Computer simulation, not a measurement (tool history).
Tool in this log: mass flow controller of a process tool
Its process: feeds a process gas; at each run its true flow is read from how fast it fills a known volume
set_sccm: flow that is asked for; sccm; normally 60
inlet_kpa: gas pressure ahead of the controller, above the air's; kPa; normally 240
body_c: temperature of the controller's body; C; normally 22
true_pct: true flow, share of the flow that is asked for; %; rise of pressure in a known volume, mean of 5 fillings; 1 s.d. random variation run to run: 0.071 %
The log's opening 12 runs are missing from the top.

| run | day | set_sccm | inlet_kpa | body_c | hours of work since the controller was set to zero | hours of work since the controller was changed | true_pct |
|---|---|---|---|---|---|---|---|
| 13 | 29.796 | 60 | 189 | 22 | 1722 | 1722 | 100.48 |
| 14 | 31.888 | 60 | 189 | 22 | 1752 | 1752 | 100.52 |
| 15 | 34.483 | 60 | 240 | 24 | 1788 | 1788 | 100.75 |
| 16 | 37.771 | 60 | 240 | 24 | 1834 | 1834 | 100.77 |
| 17 | 39.379 | 60 | 240 | 22 | 1857 | 1857 | 100.65 |
| 18 | 42.271 | 60 | 240 | 22 | 1897 | 1897 | 100.72 |
| 19 | 44.108 | 60 | 240 | 22 | 1923 | 1923 | 100.82 |
|  | 44.317 | controller's zero set anew |
| 20 | 45.804 | 60 | 240 | 22 | 21 | 1947 | 100.69 |
| 21 | 48.117 | 60 | 270 | 22 | 53 | 1979 | 100.81 |
| 22 | 49.738 | 60 | 278 | 22 | 76 | 2002 | 100.76 |
| 23 | 52.954 | 60 | 278 | 22 | 121 | 2047 | 100.80 |
| 24 | 55.254 | 60 | 147 | 26 | 153 | 2079 | 100.80 |

Run 25, settings as shown, results not yet in. Your forecast:
| 25 | 58.038 | 13 | 250 | 26 | 193 | 2118 | ? |

true_pct: 99.43 %
Without the tool's hidden state the same run would have given true_pct 99.27 %.
